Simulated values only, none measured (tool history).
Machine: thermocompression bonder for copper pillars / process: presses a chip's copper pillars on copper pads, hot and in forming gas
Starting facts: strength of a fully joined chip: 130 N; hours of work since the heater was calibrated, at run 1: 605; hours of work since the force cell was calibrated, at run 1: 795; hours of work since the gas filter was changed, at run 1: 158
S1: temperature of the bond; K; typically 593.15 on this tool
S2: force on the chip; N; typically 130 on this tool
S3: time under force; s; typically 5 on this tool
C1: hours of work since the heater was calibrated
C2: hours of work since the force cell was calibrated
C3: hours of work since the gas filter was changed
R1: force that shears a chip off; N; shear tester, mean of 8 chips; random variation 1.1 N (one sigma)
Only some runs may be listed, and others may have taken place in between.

run	hour	S1	S2	S3	C1	C2	C3	R1
1	0.0	593.15	130	5	605	795	158	98.1
# hour 29.6: forming gas filter changed
2	54.9	593.15	130	5	630	820	12	101.6
3	114.3	593.15	130	5	657	848	39	101.5
4	157.0	564.15	130	5	677	867	59	78.9
5	210.1	564.15	130	5	701	892	83	76.2
6	275.3	591.15	130	5	731	922	113	100.3
7	306.7	593.15	79	5	745	936	127	84.5
8	338.0	593.15	79	5	760	950	142	82.4
9	373.0	593.15	79	5	776	966	158	81.4
# hour 406.1: forming gas filter changed
10	432.7	593.15	130	5	803	994	12	103.9
11	468.3	593.15	130	5	819	1010	29	103.8
12	528.8	593.15	130	5	847	1038	56	101.9
13	578.5	593.15	174	5	870	1061	79	110.4
14	638.2	593.15	174	5	897	1088	107	109.4
15	678.8	593.15	174	5	916	1107	125	109.2
16	747.9	594.15	130	5	948	1138	157	104.0
# hour 782.1: forming gas filter changed
17	782.1	593.15	148	5	963	1154	0	106.2
18	815.1	593.15	148	5	978	1169	15	106.4
19	871.6	593.15	148	5	1004	1195	41	108.7
20	933.9	593.15	148	5	1033	1224	70	108.9
21	1006.8	571.15	148	5	1066	1257	103	90.2
22	1048.5	571.15	148	5	1085	1276	122	89.2
23	1092.5	571.15	148	5	1106	1296	143	89.5
24	1140.6	571.15	148	5	1128	1318	165	90.0
# hour 1158.6: forming gas filter changed
25	1176.6	571.15	127	5	1144	1335	8	87.5
26	1214.0	571.15	127	5	1161	1352	25	87.2
27	1246.3	568.15	108	5	1176	1367	40	79.3
28	1303.9	593.15	130	14	1202	1393	67	119.0
# hour 1327.8: force cell calibrated
29	1345.2	588.15	100	8	1221	8	85	100.0
30	1381.7	615.15	100	8	1237	25	102	116.2
31	1456.8	593.15	180	3	1272	59	136	103.5
32	1523.2	593.15	180	3	1302	90	167	101.2
# hour 1537.1: forming gas filter changed
33	1586.4	608.15	138	6	1331	119	23	116.6
34	1655.0	619.15	159	5	1363	150	54	121.5
35	1727.7	593.15	184	5	1396	183	88	112.8
36	1770.9	616.15	119	6	1416	203	107	116.4
37	1820.8	606.15	119	3	1439	226	130	99.6
38	1887.0	583.15	130	5	1469	257	161	94.5
# hour 1910.7: forming gas filter changed
39	1959.0	574.15	124	5	1502	289	22	90.2

Measured minus without-hidden-state, run by run (identical run-to-run variation in each term; gauge scatter may differ):
The hidden state here: true temperature of the bond over the reading, C; force that reaches the chip, % of what is set; oxide that the forming gas leaves, % of the face; drift of the gauge itself on shear_n, %.
run	R1
1	+1.8
2	+5.1
3	+4.8
4	+5.9
5	+5.7
6	+4.0
7	+4.6
8	+4.5
9	+4.3
10	+6.3
11	+6.2
12	+5.6
13	+4.1
14	+3.7
15	+3.4
16	+4.2
17	+7.2
18	+7.0
19	+6.7
20	+6.3
21	+8.0
22	+7.8
23	+7.6
24	+7.4
25	+10.7
26	+10.4
27	+10.4
28	+4.0
29	+6.5
30	+2.9
31	+5.5
32	+5.0
33	+5.4
34	+3.0
35	+5.5
36	+3.5
37	+7.0
38	+7.5
39	+11.3
